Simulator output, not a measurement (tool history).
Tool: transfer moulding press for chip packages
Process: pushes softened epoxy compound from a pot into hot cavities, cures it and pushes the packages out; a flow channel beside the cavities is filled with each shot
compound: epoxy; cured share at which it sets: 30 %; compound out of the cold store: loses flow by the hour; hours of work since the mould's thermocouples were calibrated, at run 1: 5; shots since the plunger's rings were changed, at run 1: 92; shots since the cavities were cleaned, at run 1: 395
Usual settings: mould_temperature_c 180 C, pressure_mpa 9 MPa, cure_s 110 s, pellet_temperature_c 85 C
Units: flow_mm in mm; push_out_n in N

run	hour	mould_temperature_c	pressure_mpa	cure_s	pellet_temperature_c	hours of work since the mould's thermocouples were calibrated	shots since the plunger's rings were changed	shots since the cavities were cleaned	incoming compound's hours out of the cold store	flow_mm	push_out_n
1	0	180	9	110	85	5	92	395	11.7	575	673
2	10.7	180	9	110	85	11	194	497	42.8	519	670
3	20.5	180	9	110	85	16	286	589	9.3	580	735
# hour 23.8: cavities cleaned with cleaning compound and waxed
4	32	180	9	110	82	22	381	78	41.4	528	841
5	42.3	180	9	110	82	27	478	175	16	565	833
6	54.2	180	9	110	82	34	591	288	44	522	860
7	61.9	180	10.32	110	85	38	664	361	16.3	599	878
8	67.1	180	10.32	110	85	40	713	410	19.7	594	875
# hour 69.5: cavities cleaned with cleaning compound and waxed, once more
9	79	173	9	110	85	46	812	90	8.8	593	833
10	86.7	173	9	110	85	50	885	163	21	568	861
11	92.2	173	9	110	85	53	937	215	32.2	557	869
12	103.8	173	9	110	85	59	1046	324	13.6	580	947
13	109.2	173	9	110	85	62	1098	376	22.8	576	950
14	116.3	180	9	103	85	66	1165	443	23.6	543	739
15	124.3	180	9	103	85	70	1241	519	11.1	564	760
16	130.9	180	8.56	103	85	74	1304	582	30.7	533	769
# hour 134.9: cavities cleaned with cleaning compound and waxed
17	139.3	176	7.21	121	88	78	1369	41	13.4	504	562
18	148.6	175	9	110	87	83	1457	129	27.6	553	723
19	157.3	180	9	129	85	87	1539	211	37.6	530	549
20	167.7	180	9	110	75	93	1638	310	8.3	569	665
21	177.4	180	7.96	110	75	98	1730	402	45.4	485	674
22	183.6	180	7.96	110	75	101	1789	461	42.2	490	676
23	188.6	180	7.96	110	75	104	1836	508	40.3	494	688
24	196.4	176	10.67	110	75	108	1910	582	46.9	564	837
# hour 200.6: cavities cleaned with cleaning compound and waxed
25	204.8	176	7.45	110	94	112	1975	39	24.9	499	640
26	215.2	174	9	120	91	118	2074	138	40.1	533	625
27	224	187	7.18	132	90	122	2157	221	34.5	456	510

Forecast each of these 3 alternatives for the next run:
A	232.7	187	7.18	101	90	127	2239	303	28.1	?	?
B	232.7	180	9	141	85	127	2239	303	33.3	?	?
C	232.7	188	9	103	78	127	2239	303	31.6	?	?

run	flow_mm	push_out_n
A	466	574
B	530	556
C	515	568
Without the tool's hidden state the same runs would have given:
run	flow_mm	push_out_n
A	477	442
B	542	429
C	527	438
